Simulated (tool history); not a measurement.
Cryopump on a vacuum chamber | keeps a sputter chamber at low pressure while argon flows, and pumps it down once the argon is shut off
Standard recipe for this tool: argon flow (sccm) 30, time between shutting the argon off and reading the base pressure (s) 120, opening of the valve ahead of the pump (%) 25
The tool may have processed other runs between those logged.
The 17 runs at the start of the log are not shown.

| run | hour | argon flow (sccm) | time between shutting the argon off and reading the base pressure (s) | opening of the valve ahead of the pump (%) | pressure while argon flows (Pa) | pressure after the wait (uPa) |
|---|---|---|---|---|---|---|
| 18 | 342.0 | 30 | 120 | 25 | 0.0887 | 1.84 |
| 19 | 370.4 | 34 | 120 | 22 | 0.1133 | 1.86 |
| 20 | 393.3 | 34 | 120 | 22 | 0.1136 | 1.95 |
| 21 | 407.1 | 45 | 55 | 18 | 0.1822 | 2.13 |
| 22 | 423.3 | 19 | 32 | 35 | 0.0410 | 2.48 |
| 23 | 449.4 | 29 | 32 | 35 | 0.0631 | 2.47 |
| 24 | 469.8 | 13 | 120 | 34 | 0.0289 | 1.99 |
| 25 | 490.6 | 13 | 120 | 34 | 0.0287 | 2.01 |

Run 26 has not been measured yet. What should we expect?
| 26 | 519.0 | 13 | 120 | 34 | ? | ? |

Run 26 measured pressure while argon flows (Pa) 0.0296, pressure after the wait (uPa) 2.04.
If the tool had no hidden condition, the same run with the same run-to-run variation would have returned pressure while argon flows (Pa) 0.0269, pressure after the wait (uPa) 0.29.
